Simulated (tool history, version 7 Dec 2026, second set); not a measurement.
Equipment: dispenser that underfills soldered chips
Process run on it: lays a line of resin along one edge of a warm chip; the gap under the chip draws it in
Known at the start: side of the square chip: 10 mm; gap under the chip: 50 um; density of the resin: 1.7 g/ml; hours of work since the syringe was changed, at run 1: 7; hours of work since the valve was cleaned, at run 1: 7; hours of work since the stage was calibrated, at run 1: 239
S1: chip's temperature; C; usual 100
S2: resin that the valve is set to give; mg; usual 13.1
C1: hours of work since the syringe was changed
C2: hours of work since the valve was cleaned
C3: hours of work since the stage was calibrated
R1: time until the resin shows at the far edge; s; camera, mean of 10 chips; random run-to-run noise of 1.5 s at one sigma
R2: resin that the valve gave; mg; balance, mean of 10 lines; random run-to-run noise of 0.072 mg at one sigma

{"run": 1, "hour": 0.0, "S1": 100, "S2": 13.1, "C1": 7, "C2": 7, "C3": 239, "R1": 219.8, "R2": 13.11}
{"hour": 7.6, "done": "new syringe of resin"}
{"run": 2, "hour": 9.6, "S1": 100, "S2": 13.1, "C1": 1, "C2": 13, "C3": 245, "R1": 148.5, "R2": 12.96}
{"run": 3, "hour": 16.7, "S1": 100, "S2": 13.1, "C1": 6, "C2": 18, "C3": 250, "R1": 196, "R2": 13.04}
{"hour": 25.6, "done": "new syringe of resin"}
{"run": 4, "hour": 28.3, "S1": 100, "S2": 13.1, "C1": 2, "C2": 25, "C3": 257, "R1": 153.8, "R2": 12.85}
{"run": 5, "hour": 37.3, "S1": 95, "S2": 13.1, "C1": 8, "C2": 31, "C3": 263, "R1": 260.7, "R2": 12.87}
{"hour": 43.5, "done": "new syringe of resin"}
{"run": 6, "hour": 49.6, "S1": 100, "S2": 12.6, "C1": 4, "C2": 39, "C3": 271, "R1": 178.1, "R2": 12.29}
{"hour": 61.4, "done": "new syringe of resin"}
{"run": 7, "hour": 62.8, "S1": 100, "S2": 12.6, "C1": 1, "C2": 48, "C3": 279, "R1": 146, "R2": 12.23}
{"run": 8, "hour": 72.6, "S1": 100, "S2": 12.6, "C1": 7, "C2": 54, "C3": 286, "R1": 215.4, "R2": 12.16}
{"hour": 80.0, "done": "new syringe of resin"}
{"run": 9, "hour": 80.0, "S1": 100, "S2": 12.6, "C1": 0, "C2": 59, "C3": 290, "R1": 142.6, "R2": 12.08}
{"run": 10, "hour": 88.8, "S1": 100, "S2": 12.6, "C1": 6, "C2": 65, "C3": 296, "R1": 200.2, "R2": 12.03}
{"hour": 98.0, "done": "new syringe of resin"}
{"run": 11, "hour": 100.6, "S1": 100, "S2": 14.7, "C1": 2, "C2": 72, "C3": 304, "R1": 150.8, "R2": 14.02}
{"run": 12, "hour": 108.4, "S1": 100, "S2": 14.7, "C1": 7, "C2": 78, "C3": 309, "R1": 210.5, "R2": 14.06}
{"hour": 116.3, "done": "new syringe of resin"}
{"run": 13, "hour": 116.3, "S1": 100, "S2": 14.7, "C1": 0, "C2": 83, "C3": 314, "R1": 135.3, "R2": 14.01}
{"run": 14, "hour": 125.0, "S1": 100, "S2": 14.7, "C1": 6, "C2": 88, "C3": 320, "R1": 191.5, "R2": 14.06}
{"hour": 134.5, "done": "new syringe of resin"}
{"run": 15, "hour": 139.6, "S1": 100, "S2": 14.7, "C1": 3, "C2": 98, "C3": 329, "R1": 168.7, "R2": 13.91}
{"hour": 152.5, "done": "new syringe of resin"}
{"run": 16, "hour": 155.8, "S1": 100, "S2": 14.7, "C1": 2, "C2": 108, "C3": 340, "R1": 152.9, "R2": 13.78}
{"run": 17, "hour": 164.5, "S1": 94, "S2": 12.9, "C1": 8, "C2": 114, "C3": 345, "R1": 263.2, "R2": 12.08}
{"hour": 171.3, "done": "new syringe of resin"}
{"run": 18, "hour": 175.0, "S1": 94, "S2": 12.9, "C1": 2, "C2": 121, "C3": 352, "R1": 193.7, "R2": 11.95}
{"hour": 186.9, "done": "dispensing valve cleaned and set on the balance"}
{"hour": 190.3, "done": "new syringe of resin"}
{"run": 19, "hour": 191.5, "S1": 102, "S2": 11.2, "C1": 1, "C2": 3, "C3": 362, "R1": 138.7, "R2": 11.18}
{"run": 20, "hour": 202.0, "S1": 102, "S2": 15.5, "C1": 8, "C2": 10, "C3": 369, "R1": 202.6, "R2": 15.36}
{"hour": 208.7, "done": "new syringe of resin"}
{"run": 21, "hour": 213.8, "S1": 102, "S2": 15.5, "C1": 3, "C2": 17, "C3": 377, "R1": 154.5, "R2": 15.29}
{"hour": 227.3, "done": "new syringe of resin"}
{"run": 22, "hour": 229.5, "S1": 107, "S2": 15.5, "C1": 1, "C2": 28, "C3": 387, "R1": 118.3, "R2": 15.15}
{"run": 23, "hour": 240.2, "S1": 103, "S2": 16, "C1": 9, "C2": 35, "C3": 394, "R1": 204.8, "R2": 15.78}
{"hour": 246.1, "done": "new syringe of resin"}
{"run": 24, "hour": 247.9, "S1": 103, "S2": 16, "C1": 1, "C2": 39, "C3": 399, "R1": 130.1, "R2": 15.52}
{"run": 25, "hour": 260.7, "S1": 94, "S2": 12.5, "C1": 10, "C2": 48, "C3": 407, "R1": 287, "R2": 12.16}
{"hour": 264.5, "done": "new syringe of resin"}
{"run": 26, "hour": 270.5, "S1": 98, "S2": 14.3, "C1": 4, "C2": 54, "C3": 413, "R1": 179.3, "R2": 13.75}

Predict the results of run 27:
{"hour": 282.9, "done": "new syringe of resin"}
{"run": 27, "hour": 284.1, "S1": 98, "S2": 14.3, "C1": 1, "C2": 63, "C3": 422, "R1": "?", "R2": "?"}

{"run 27": {"R1": 148.4, "R2": 13.75}}
Take away the tool's hidden state, keep the run-to-run variation as it was, and the same run would have given R1 154.1 s, R2 14.29 mg.
